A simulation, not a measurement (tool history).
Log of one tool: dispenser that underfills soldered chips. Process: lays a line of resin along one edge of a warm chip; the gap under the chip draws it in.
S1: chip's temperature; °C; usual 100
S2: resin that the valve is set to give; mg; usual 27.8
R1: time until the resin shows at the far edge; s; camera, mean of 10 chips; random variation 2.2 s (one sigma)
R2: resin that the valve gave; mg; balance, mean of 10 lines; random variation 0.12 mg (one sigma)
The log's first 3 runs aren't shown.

run,hour,S1,S2,R1,R2
# hour 23.3: dispensing valve cleaned and set on the balance
4,23.7,100,34.9,325.5,34.74
# hour 26.7: new syringe of resin
5,32.9,100,34.9,264.8,34.94
6,38.2,115,27.8,177.9,27.89
# hour 42.8: new syringe of resin
7,45.7,115,27.8,141.1,27.60
8,50.7,115,27.8,163.3,27.51
9,55.9,100,34.6,320.3,33.63
# hour 58.5: new syringe of resin
10,65.5,100,34.6,275.5,33.73
# hour 74.0: new syringe of resin
11,74.4,100,27.8,231.3,27.21
12,85.6,100,26.8,312.2,26.10
# hour 89.8: new syringe of resin
13,92.3,102,26.8,234.5,25.90
14,99.3,102,26.8,281.1,25.83
# hour 105.8: new syringe of resin
15,108.9,86,27.8,437.0,26.49
16,117.6,100,32.7,309.7,30.96
# hour 121.3: new syringe of resin
17,127.5,100,27.8,276.3,26.19
# hour 134.1: dispensing valve cleaned and set on the balance
# hour 138.0: new syringe of resin
18,140.1,100,27.8,252.4,27.61
19,148.5,100,25.3,313.9,25.14
# hour 153.9: new syringe of resin
20,159.1,107,24.1,212.3,23.59
21,166.8,95,29.8,388.7,29.44
# hour 170.1: new syringe of resin
22,177.1,114,31.5,161.4,30.90
23,183.5,114,31.5,188.3,30.45
# hour 185.6: new syringe of resin
24,192.2,85,25.6,515.6,24.80
# hour 201.6: new syringe of resin
25,202.0,91,31.7,335.0,30.58
26,210.8,91,31.7,424.1,30.32
27,215.5,89,30.0,528.8,28.75

The next listed run, before its measurement:
# hour 217.3: new syringe of resin
28,221.1,97,28.1,?,?

{"run 28": {"R1": 289.6, "R2": 26.65}}
Without the tool's hidden state the same run would have given R1 241.1 s, R2 27.87 mg.
